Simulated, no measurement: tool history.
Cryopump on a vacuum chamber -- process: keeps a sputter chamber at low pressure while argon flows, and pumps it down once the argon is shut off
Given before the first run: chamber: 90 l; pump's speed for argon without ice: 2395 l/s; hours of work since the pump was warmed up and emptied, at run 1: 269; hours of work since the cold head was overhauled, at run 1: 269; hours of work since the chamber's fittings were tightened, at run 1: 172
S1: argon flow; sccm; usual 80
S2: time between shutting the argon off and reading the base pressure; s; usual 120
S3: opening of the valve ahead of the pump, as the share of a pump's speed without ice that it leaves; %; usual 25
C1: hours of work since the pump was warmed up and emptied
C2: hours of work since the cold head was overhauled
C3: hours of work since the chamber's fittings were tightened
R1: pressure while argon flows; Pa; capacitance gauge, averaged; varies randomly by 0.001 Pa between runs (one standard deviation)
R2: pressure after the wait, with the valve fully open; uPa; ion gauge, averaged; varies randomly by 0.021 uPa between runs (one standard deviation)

| run | hour | S1 | S2 | S3 | C1 | C2 | C3 | R1 | R2 |
|---|---|---|---|---|---|---|---|---|---|
| 1 | 0.0 | 80 | 120 | 25 | 269 | 269 | 172 | 0.2433 | 0.50 |
| 2 | 35.3 | 80 | 120 | 25 | 288 | 288 | 192 | 0.2428 | 0.49 |
| 3 | 73.8 | 50 | 120 | 25 | 310 | 310 | 213 | 0.1528 | 0.52 |
| 4 | 104.0 | 80 | 42 | 25 | 326 | 326 | 230 | 0.2460 | 0.95 |
| 5 | 121.7 | 80 | 42 | 25 | 336 | 336 | 239 | 0.2481 | 0.96 |
| 6 | 145.8 | 73 | 42 | 25 | 349 | 349 | 253 | 0.2265 | 0.95 |
| 7 | 172.3 | 73 | 42 | 25 | 364 | 364 | 267 | 0.2277 | 0.99 |
|  | 179.3 | pump warmed up, emptied and cooled again |
| 8 | 200.8 | 73 | 42 | 25 | 12 | 377 | 280 | 0.2073 | 0.87 |
| 9 | 225.2 | 65 | 120 | 25 | 25 | 391 | 294 | 0.1844 | 0.46 |
| 10 | 250.3 | 77 | 120 | 25 | 39 | 404 | 308 | 0.2179 | 0.48 |
| 11 | 278.0 | 77 | 120 | 25 | 55 | 420 | 323 | 0.2200 | 0.49 |
| 12 | 306.4 | 80 | 120 | 25 | 70 | 435 | 339 | 0.2291 | 0.51 |
| 13 | 334.6 | 80 | 120 | 60 | 86 | 451 | 354 | 0.0982 | 0.50 |
| 14 | 363.9 | 80 | 120 | 60 | 102 | 467 | 371 | 0.0999 | 0.56 |
| 15 | 384.1 | 80 | 120 | 60 | 113 | 478 | 382 | 0.1006 | 0.57 |
| 16 | 413.0 | 80 | 120 | 25 | 129 | 494 | 398 | 0.2325 | 0.54 |
| 17 | 452.3 | 80 | 120 | 25 | 151 | 516 | 419 | 0.2334 | 0.57 |
| 18 | 484.5 | 80 | 120 | 25 | 169 | 534 | 437 | 0.2337 | 0.58 |
| 19 | 515.0 | 80 | 120 | 46 | 186 | 551 | 454 | 0.1334 | 0.56 |
| 20 | 532.2 | 80 | 120 | 46 | 195 | 560 | 464 | 0.1315 | 0.59 |
| 21 | 561.1 | 80 | 120 | 41 | 211 | 576 | 480 | 0.1491 | 0.61 |
| 22 | 579.6 | 80 | 60 | 17 | 221 | 586 | 490 | 0.3476 | 0.89 |
| 23 | 603.4 | 53 | 57 | 20 | 234 | 600 | 503 | 0.1960 | 0.88 |
| 24 | 625.6 | 53 | 57 | 20 | 247 | 612 | 515 | 0.1954 | 0.87 |
| 25 | 652.5 | 53 | 28 | 54 | 262 | 627 | 530 | 0.0797 | 1.36 |
| 26 | 675.1 | 53 | 46 | 54 | 274 | 639 | 543 | 0.0793 | 1.05 |
| 27 | 696.4 | 42 | 120 | 20 | 286 | 651 | 554 | 0.1572 | 0.66 |
| 28 | 721.5 | 42 | 120 | 20 | 300 | 665 | 568 | 0.1573 | 0.70 |
| 29 | 760.7 | 36 | 120 | 58 | 321 | 687 | 590 | 0.0538 | 0.68 |
| 30 | 783.9 | 43 | 33 | 50 | 334 | 699 | 603 | 0.0717 | 1.35 |
| 31 | 820.8 | 43 | 21 | 50 | 355 | 720 | 623 | 0.0733 | 1.72 |
|  | 845.9 | pump warmed up, emptied and cooled again |
| 32 | 863.4 | 113 | 234 | 48 | 10 | 741 | 644 | 0.1667 | 0.49 |
| 33 | 892.7 | 113 | 168 | 48 | 26 | 757 | 660 | 0.1706 | 0.54 |
| 34 | 913.2 | 96 | 110 | 25 | 37 | 768 | 671 | 0.2739 | 0.67 |
| 35 | 936.4 | 96 | 110 | 25 | 50 | 781 | 684 | 0.2744 | 0.68 |

Here are 3 independent what-if runs from the current tool condition. What would each one return?
| A | 958.3 | 96 | 110 | 18 | 62 | 793 | 696 | ? | ? |
| B | 958.3 | 80 | 120 | 16 | 62 | 793 | 696 | ? | ? |
| C | 958.3 | 96 | 103 | 25 | 62 | 793 | 696 | ? | ? |

| run | R1 | R2 |
|---|---|---|
| A | 0.3787 | 0.65 |
| B | 0.3551 | 0.63 |
| C | 0.2752 | 0.67 |
With no hidden state in the tool, these same runs would have given:
| run | R1 | R2 |
|---|---|---|
| A | 0.3743 | 0.35 |
| B | 0.3514 | 0.33 |
| C | 0.2708 | 0.37 |
